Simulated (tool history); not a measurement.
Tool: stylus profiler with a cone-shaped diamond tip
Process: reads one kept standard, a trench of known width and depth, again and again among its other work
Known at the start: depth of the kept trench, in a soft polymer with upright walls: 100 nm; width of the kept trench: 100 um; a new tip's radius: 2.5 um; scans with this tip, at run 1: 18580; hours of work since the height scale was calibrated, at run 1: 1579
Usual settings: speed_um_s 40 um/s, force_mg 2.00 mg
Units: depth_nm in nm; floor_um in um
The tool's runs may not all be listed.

run,hour,speed_um_s,force_mg,scans with this tip,hours of work since the height scale was calibrated,depth_nm,floor_um
1,0.0,40,2.00,18580,1579,100.90,97.60
2,123.9,14,2.00,19268,1638,100.95,97.70
# hour 238.3: new tip fitted, height scale calibrated
3,238.3,78,2.00,0,0,100.58,98.46
4,357.3,31,2.00,661,56,100.58,98.51
5,440.7,31,2.00,1124,96,100.74,98.51
6,540.4,31,2.00,1678,143,100.63,98.43
7,635.7,23,5.23,2207,188,101.24,98.43
8,747.8,23,5.23,2830,241,101.16,98.45
# hour 761.2: height scale calibrated on a step standard
9,854.1,56,5.82,3417,44,101.34,98.34
10,962.6,56,5.82,4019,95,101.37,98.34
11,1090.4,38,0.84,4729,155,100.44,98.19
12,1212.3,11,5.24,5406,213,101.33,98.30

Forecast each of these 3 alternatives for the next run:
# hour 1275.0: height scale calibrated on a step standard, once more
A,1315.7,13,1.91,5977,19,?,?
# hour 1275.0: height scale calibrated on a step standard, once more
B,1315.7,120,1.22,5977,19,?,?
# hour 1275.0: height scale calibrated on a step standard, once more
C,1315.7,114,2.38,5977,19,?,?

run,depth_nm,floor_um
A,100.62,98.26
B,100.41,97.97
C,100.72,98.08
Without the tool's hidden state the same runs would have given:
run,depth_nm,floor_um
A,100.62,98.60
B,100.41,98.32
C,100.72,98.42

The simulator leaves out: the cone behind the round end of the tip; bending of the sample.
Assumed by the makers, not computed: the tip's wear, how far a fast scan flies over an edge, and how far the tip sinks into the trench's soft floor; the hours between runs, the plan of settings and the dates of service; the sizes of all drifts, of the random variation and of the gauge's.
